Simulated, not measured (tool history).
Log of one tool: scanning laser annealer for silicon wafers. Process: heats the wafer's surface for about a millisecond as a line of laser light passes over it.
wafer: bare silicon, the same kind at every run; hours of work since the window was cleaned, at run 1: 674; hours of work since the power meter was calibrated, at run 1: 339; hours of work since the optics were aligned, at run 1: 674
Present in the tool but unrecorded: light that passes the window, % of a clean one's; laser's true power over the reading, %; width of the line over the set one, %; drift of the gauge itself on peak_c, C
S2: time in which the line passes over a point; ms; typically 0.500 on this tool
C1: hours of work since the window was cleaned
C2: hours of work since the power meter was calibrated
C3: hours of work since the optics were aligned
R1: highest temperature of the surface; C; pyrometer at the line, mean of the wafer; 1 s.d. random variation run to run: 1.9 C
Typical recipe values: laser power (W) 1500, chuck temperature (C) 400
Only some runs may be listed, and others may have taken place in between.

Run 1, hour 0.0: usual settings; C1 674; C2 339; C3 674. Result: R1 1247 C.
Run 2, hour 9.5: usual settings; C1 679; C2 344; C3 679. Result: R1 1243 C.
Run 3, hour 23.0: usual settings; C1 686; C2 351; C3 686. Result: R1 1239 C.
At hour 26.5: window over the wafer cleaned.
Run 4, hour 38.0: usual settings; C1 6; C2 357; C3 692. Result: R1 1242 C.
Run 5, hour 50.3: usual settings but laser power (W) 1560; C1 12; C2 363; C3 698. Result: R1 1288 C.
Run 6, hour 64.6: usual settings but laser power (W) 1560; C1 19; C2 371; C3 706. Result: R1 1285 C.
Run 7, hour 76.3: usual settings but laser power (W) 1326, S2 0.604 ms, chuck temperature (C) 371; C1 25; C2 376; C3 711. Result: R1 1166 C.
Run 8, hour 91.6: usual settings but laser power (W) 1326, S2 0.604 ms, chuck temperature (C) 371; C1 33; C2 384; C3 719. Result: R1 1164 C.
Run 9, hour 104.1: usual settings but laser power (W) 1326, S2 0.604 ms, chuck temperature (C) 371; C1 39; C2 390; C3 725. Result: R1 1167 C.
Run 10, hour 119.6: usual settings but laser power (W) 1326, S2 0.604 ms, chuck temperature (C) 371; C1 47; C2 398; C3 733. Result: R1 1165 C.

What if the next run were any one of these 5? Each begins from the tool's condition after run 10:
Run A, hour 127.7: usual settings but laser power (W) 1326, S2 0.565 ms, chuck temperature (C) 402; C1 51; C2 402; C3 737. Result: R1 ?.
Run B, hour 127.7: usual settings but laser power (W) 1403, chuck temperature (C) 380; C1 51; C2 402; C3 737. Result: R1 ?.
Run C, hour 127.7: usual settings but laser power (W) 1510; C1 51; C2 402; C3 737. Result: R1 ?.
Run D, hour 127.7: usual settings but laser power (W) 1439, S2 0.507 ms, chuck temperature (C) 417; C1 51; C2 402; C3 737. Result: R1 ?.
Run E, hour 127.7: usual settings but laser power (W) 1560, S2 0.424 ms, chuck temperature (C) 372; C1 51; C2 402; C3 737. Result: R1 ?.

run    R1
  A  1173
  B  1157
  C  1252
  D  1226
  E  1192
Stripped of hidden state, with their random variation kept, the same runs would have yielded:
run    R1
  A  1173
  B  1157
  C  1253
  D  1227
  E  1192
